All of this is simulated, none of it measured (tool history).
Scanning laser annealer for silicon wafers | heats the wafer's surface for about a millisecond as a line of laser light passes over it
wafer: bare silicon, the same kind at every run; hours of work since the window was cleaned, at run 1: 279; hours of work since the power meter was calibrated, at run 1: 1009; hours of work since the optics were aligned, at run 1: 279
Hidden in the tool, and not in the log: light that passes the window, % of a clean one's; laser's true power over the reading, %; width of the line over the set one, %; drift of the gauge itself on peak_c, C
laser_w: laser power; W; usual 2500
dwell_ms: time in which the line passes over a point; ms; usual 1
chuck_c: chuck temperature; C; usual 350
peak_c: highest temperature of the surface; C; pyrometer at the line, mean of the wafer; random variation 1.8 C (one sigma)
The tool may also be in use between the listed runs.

run    hour  laser_w  dwell_ms  chuck_c  hours of work since the window was cleaned  hours of work since the power meter was calibrated  hours of work since the optics were aligned  peak_c
  1       0     2500         1      350                                         279                                                1009                                          279    1056
  2    81.6     2500         1      350                                         333                                                1063                                          333    1051
  3   128.9     2210         1      350                                         364                                                1094                                          364     969
  4     207     2210         1      350                                         416                                                1146                                          416     969
  5   250.7     2210         1      350                                         444                                                1174                                          444     972
  6   329.4     2210         1      350                                         496                                                1226                                          496     968
  7   400.8     2210         1      332                                         543                                                1273                                          543     944
  8   465.1     2210         1      332                                         586                                                1316                                          586     947
  9   532.4     2210         1      332                                         630                                                1360                                          630     941
 10     588     2210         1      375                                         667                                                1397                                          667     985
 11   650.8     2210         1      375                                         708                                                1438                                          708     984
 12   696.7     2210         1      375                                         738                                                1468                                          738     985
 13   736.6     2210         1      375                                         765                                                1495                                          765     982
 14   812.6     2500         1      350                                         815                                                1545                                          815    1033
 15   860.9     2500         1      350                                         846                                                1576                                          846    1030
 16   934.1     2500         1      350                                         895                                                1625                                          895    1028
      977.6  -- optics aligned, line set to its width
 17   996.9     2500      1.04      350                                         933                                                1663                                           13    1048
     1005.2  -- window over the wafer cleaned
 18  1047.9     2500      1.04      350                                          28                                                1695                                           45    1081
 19  1128.9     2500      1.04      350                                          82                                                1749                                           98    1080
 20  1182.9     2318      1.04      350                                         117                                                1784                                          134    1027
 21  1221.8     2318      1.04      350                                         143                                                1810                                          160    1024
 22  1314.1     2717         1      367                                         204                                                1871                                          220    1140
 23    1400     2410         1      329                                         260                                                1927                                          277    1011
 24  1474.6     2477         1      347                                         309                                                1976                                          326    1047
 25  1554.2     2477         1      347                                         362                                                2029                                          379    1044
 26  1595.8     2477         1      347                                         389                                                2056                                          406    1041
 27  1662.9     2362      0.76      350                                         434                                                2100                                          450     929
 28  1712.8     2362      0.76      350                                         466                                                2133                                          483     930
 29  1772.2     2417      0.97      331                                         506                                                2173                                          522     994
 30    1836     2417      0.97      331                                         548                                                2215                                          565     993
 31  1905.9     2500      1.12      359                                         594                                                2261                                          611    1091
 32  1962.3     2213      0.87      335                                         631                                                2298                                          648     912
 33  2036.9     2500         1      358                                         680                                                2347                                          697    1047
 34  2090.5     2318      0.75      325                                         715                                                2382                                          732     881
 35  2148.4     2318      0.75      325                                         754                                                2420                                          770     880
 36  2199.1     2616         1      385                                         787                                                2454                                          804    1103
 37  2262.5     2277         1      345                                         829                                                2496                                          846     970
 38  2313.7     2380      0.76      380                                         862                                                2529                                          879     945
     2380.2  -- optics aligned, line set to its width
 39  2380.2     2663      0.91      350                                         903                                                2570                                            0    1047
     2434.4  -- window over the wafer cleaned
 40  2441.5     2500      1.03      359                                           5                                                2609                                           39    1087
 41  2504.3     2500      0.92      350                                          46                                                2650                                           80    1040

How the hidden state differs across the entries between the runs, from the last listed run before each to the first after it:
Between runs 16 and 17: optics aligned, line set to its width (hour 977.6)
  light that passes the window, % of a clean one's: 94.87 -> 94.67; laser's true power over the reading, %: 0.35 -> 0.36; width of the line over the set one, %: 2.59 -> 0.1
  measured less the result without the state, peak_c: -43 -> -36 C
Between runs 17 and 18: window over the wafer cleaned (hour 1005.2)
  light that passes the window, % of a clean one's: 94.67 -> 99.63; width of the line over the set one, %: 0.1 -> 0.18
  measured less the result without the state, peak_c: -36 -> -1 C
Between runs 38 and 39: optics aligned, line set to its width (hour 2380.2)
  light that passes the window, % of a clean one's: 95.08 -> 94.86; laser's true power over the reading, %: 0.53 -> 0.54; width of the line over the set one, %: 2.4 -> 0.27
  measured less the result without the state, peak_c: -33 -> -34 C
Between runs 39 and 40: window over the wafer cleaned (hour 2434.4)
  light that passes the window, % of a clean one's: 94.86 -> 99.73; laser's true power over the reading, %: 0.54 -> 0.55; width of the line over the set one, %: 0.27 -> 0.38
  measured less the result without the state, peak_c: -34 -> +0 C
